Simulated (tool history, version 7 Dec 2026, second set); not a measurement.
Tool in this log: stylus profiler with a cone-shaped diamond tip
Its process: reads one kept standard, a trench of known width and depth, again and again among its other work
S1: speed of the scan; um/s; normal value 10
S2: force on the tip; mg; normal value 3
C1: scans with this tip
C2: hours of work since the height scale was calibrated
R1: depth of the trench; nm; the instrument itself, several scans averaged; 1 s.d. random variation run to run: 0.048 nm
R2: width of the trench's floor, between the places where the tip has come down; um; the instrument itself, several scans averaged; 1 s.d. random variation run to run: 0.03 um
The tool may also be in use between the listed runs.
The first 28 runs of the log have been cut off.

run,hour,S1,S2,C1,C2,R1,R2
29,372.9,10,2.81,6631,25,100.58,18.27
30,385,10,6.29,6711,32,101.32,18.3
31,395.1,25,2.36,6777,37,100.54,18.18
32,407.1,21,1.85,6856,43,100.35,18.2
33,415.5,27,2.71,6910,48,100.63,18.19
# hour 425.6: height scale calibrated on a step standard, once more
34,430.6,10,1.68,7006,3,100.69,18.29
35,442.8,9,7.87,7087,9,102.04,18.3
36,451.9,9,7.87,7146,14,102.05,18.32
37,466.3,9,7.87,7240,21,102.03,18.26
38,475.7,3,1.79,7302,26,100.77,18.27
39,485.7,22,3.54,7368,31,101.23,18.2
40,496.4,22,3.54,7438,37,101.19,18.23
41,515.1,22,3.54,7561,47,101.21,18.2
42,533.8,22,5.81,7683,57,101.62,18.16
43,546,22,5.81,7763,63,101.67,18.24
44,563.7,22,5.81,7879,72,101.64,18.14
45,573.7,5,8.56,7945,77,102.14,18.31

5 options for the next run, each taken on its own from the tool as it stands now. Forecast them:
A,588.9,12,3,8044,85,?,?
B,588.9,10,2.06,8044,85,?,?
C,588.9,15,2.59,8044,85,?,?
D,588.9,10,5.16,8044,85,?,?
E,588.9,33,3.71,8044,85,?,?

run,R1,R2
A,101.05,18.28
B,100.87,18.21
C,100.95,18.19
D,101.44,18.23
E,101.15,18.12
With the hidden condition removed and each run's random variation left untouched, the same runs would have given:
run,R1,R2
A,101.05,18.61
B,100.87,18.54
C,100.95,18.52
D,101.44,18.55
E,101.16,18.45

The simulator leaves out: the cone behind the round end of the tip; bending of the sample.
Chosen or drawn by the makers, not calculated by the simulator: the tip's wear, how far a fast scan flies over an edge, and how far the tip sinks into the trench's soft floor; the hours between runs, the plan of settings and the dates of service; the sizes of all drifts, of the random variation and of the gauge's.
